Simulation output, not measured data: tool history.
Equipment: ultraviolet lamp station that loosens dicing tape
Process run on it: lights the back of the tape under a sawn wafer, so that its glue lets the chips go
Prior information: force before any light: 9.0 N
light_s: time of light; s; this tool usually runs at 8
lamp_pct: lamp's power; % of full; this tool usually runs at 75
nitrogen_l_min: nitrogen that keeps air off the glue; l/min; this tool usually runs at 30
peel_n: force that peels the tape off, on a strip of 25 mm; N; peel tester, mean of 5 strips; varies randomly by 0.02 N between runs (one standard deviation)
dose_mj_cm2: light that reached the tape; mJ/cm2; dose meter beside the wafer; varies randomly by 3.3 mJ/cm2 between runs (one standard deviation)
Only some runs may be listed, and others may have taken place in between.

run,hour,light_s,lamp_pct,nitrogen_l_min,peel_n,dose_mj_cm2
1,0,8,75,30,1.154,475
2,97.4,8,75,30,1.313,454
3,166.4,9,75,30,1.076,500
4,219.1,9,75,30,1.113,497
5,311.3,9,75,30,1.169,483
6,358.5,7,75,30,1.911,374
7,406.7,7,75,30,1.861,364
8,480.6,7,75,30,1.986,353
9,574.9,7,75,30,2.037,340
10,641.2,7,75,30,2.223,333
# hour 687: window cleaned of glue's vapour
11,708.6,8,75,30,1.413,443
12,790.7,5,75,30,2.82,267
13,882.2,5,75,25,3.119,260
14,956,8,75,30,1.674,401
15,1017.6,13,75,30,0.631,643
16,1076.7,8,75,30,1.738,384
17,1151.2,8,91,30,1.318,449
18,1248.3,8,91,30,1.429,440
19,1324.2,9,75,10,2.99,392
20,1395.8,16,65,10,1.687,585
21,1445.5,8,100,37,1.207,447
# hour 1481.1: window cleaned of glue's vapour
22,1506.4,8,68,29,2.022,352
# hour 1523.9: lamp changed
23,1580.3,8,68,29,1.253,466
24,1627.7,4,72,17,3.864,241
25,1671.9,7,75,11,2.495,448
26,1757.2,7,75,11,2.501,433
27,1819.2,5,97,43,1.391,381
28,1866.1,9,97,14,1,682
29,1961.5,9,75,14,1.679,516
30,2037.2,5,62,19,3.887,227
31,2132.9,5,62,19,3.89,223

A few steps of peel_n between consecutive runs. Split each: what settings, incoming material and random variation would produce without the hidden state, and what is left over for the hidden state, along with gauge scatter present in only one of the two compared results (measured, and without hidden state):
The tool's hidden condition here consists of: lamp's light, % of a new lamp's; light that the window lets through, % of a clean one's; drift of the gauge itself on peel_n, %; drift of the gauge itself on dose_mj_cm2, %.
Run 10 -> 11: light_s 7 -> 8, window cleaned of glue's vapour. peel_n -0.81 N: hidden state -0.487, all else -0.323.
Run 18 -> 19: light_s 8 -> 9, lamp_pct 91 -> 75, nitrogen_l_min 30 -> 10. peel_n +1.561 N: hidden state +0.515, all else +1.046.
Run 22 -> 23: lamp changed. peel_n -0.769 N: hidden state -0.784, all else +0.015.
Run 23 -> 24: light_s 8 -> 4, lamp_pct 68 -> 72, nitrogen_l_min 29 -> 17. peel_n +2.611 N: hidden state +0.087, all else +2.524.
Run 29 -> 30: light_s 9 -> 5, lamp_pct 75 -> 62, nitrogen_l_min 14 -> 19. peel_n +2.208 N: hidden state +0.206, all else +2.002.
